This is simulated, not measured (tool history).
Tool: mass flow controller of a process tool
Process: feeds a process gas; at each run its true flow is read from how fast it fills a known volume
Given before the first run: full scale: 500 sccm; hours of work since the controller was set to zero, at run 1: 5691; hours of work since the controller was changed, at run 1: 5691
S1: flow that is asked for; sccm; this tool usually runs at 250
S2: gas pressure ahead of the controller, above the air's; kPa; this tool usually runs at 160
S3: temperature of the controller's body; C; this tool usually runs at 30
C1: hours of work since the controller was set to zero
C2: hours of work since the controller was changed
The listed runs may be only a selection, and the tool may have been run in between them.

Run 1, hour 0.0: usual settings; C1 5691; C2 5691. Result: true flow (%) 100.24.
Run 2, hour 174.2: usual settings; C1 5780; C2 5780. Result: true flow (%) 100.23.
Run 3, hour 372.4: usual settings; C1 5881; C2 5881. Result: true flow (%) 100.40.
Run 4, hour 539.9: usual settings; C1 5966; C2 5966. Result: true flow (%) 100.21.
Run 5, hour 674.9: usual settings but S1 83 sccm; C1 6035; C2 6035. Result: true flow (%) 94.86.
Run 6, hour 958.3: usual settings but S1 83 sccm, S2 212 kPa; C1 6180; C2 6180. Result: true flow (%) 94.81.
Run 7, hour 1096.9: usual settings but S1 83 sccm, S2 212 kPa; C1 6251; C2 6251. Result: true flow (%) 94.80.
Run 8, hour 1392.0: usual settings but S2 190 kPa; C1 6401; C2 6401. Result: true flow (%) 100.53.
Run 9, hour 1584.7: usual settings but S2 190 kPa; C1 6499; C2 6499. Result: true flow (%) 100.50.
At hour 1806.4: controller's zero set anew.
Run 10, hour 1806.4: usual settings but S2 190 kPa; C1 0; C2 6612. Result: true flow (%) 103.43.
Run 11, hour 2067.7: usual settings; C1 133; C2 6745. Result: true flow (%) 103.24.
Run 12, hour 2293.9: usual settings but S2 205 kPa; C1 249; C2 6861. Result: true flow (%) 103.36.
Run 13, hour 2551.6: usual settings; C1 380; C2 6992. Result: true flow (%) 103.29.
Run 14, hour 2676.5: usual settings; C1 444; C2 7056. Result: true flow (%) 103.38.
Run 15, hour 2838.7: usual settings; C1 526; C2 7139. Result: true flow (%) 103.28.
Run 16, hour 3063.5: usual settings; C1 641; C2 7253. Result: true flow (%) 103.45.
Run 17, hour 3310.9: usual settings; C1 767; C2 7379. Result: true flow (%) 103.45.
Run 18, hour 3607.9: usual settings; C1 919; C2 7531. Result: true flow (%) 103.37.
Run 19, hour 3906.0: usual settings but S1 54 sccm; C1 1071; C2 7683. Result: true flow (%) 101.42.
Run 20, hour 4028.1: usual settings but S1 54 sccm; C1 1133; C2 7745. Result: true flow (%) 101.29.
Run 21, hour 4294.0: usual settings but S1 54 sccm; C1 1269; C2 7881. Result: true flow (%) 101.25.
At hour 4387.4: controller exchanged for a calibrated one.
Run 22, hour 4514.3: usual settings but S1 54 sccm; C1 65; C2 65. Result: true flow (%) 99.04.
Run 23, hour 4794.4: usual settings but S1 54 sccm; C1 208; C2 208. Result: true flow (%) 98.85.

Run 24 is up next; what results do you expect?
Run 24, hour 4916.5: usual settings but S3 29 C; C1 270; C2 270. Result: true flow (%) ?.

{"run 24": {"true flow (%)": 99.49}}
Had the tool carried no hidden state, the very same run would have given true flow (%) 99.47.
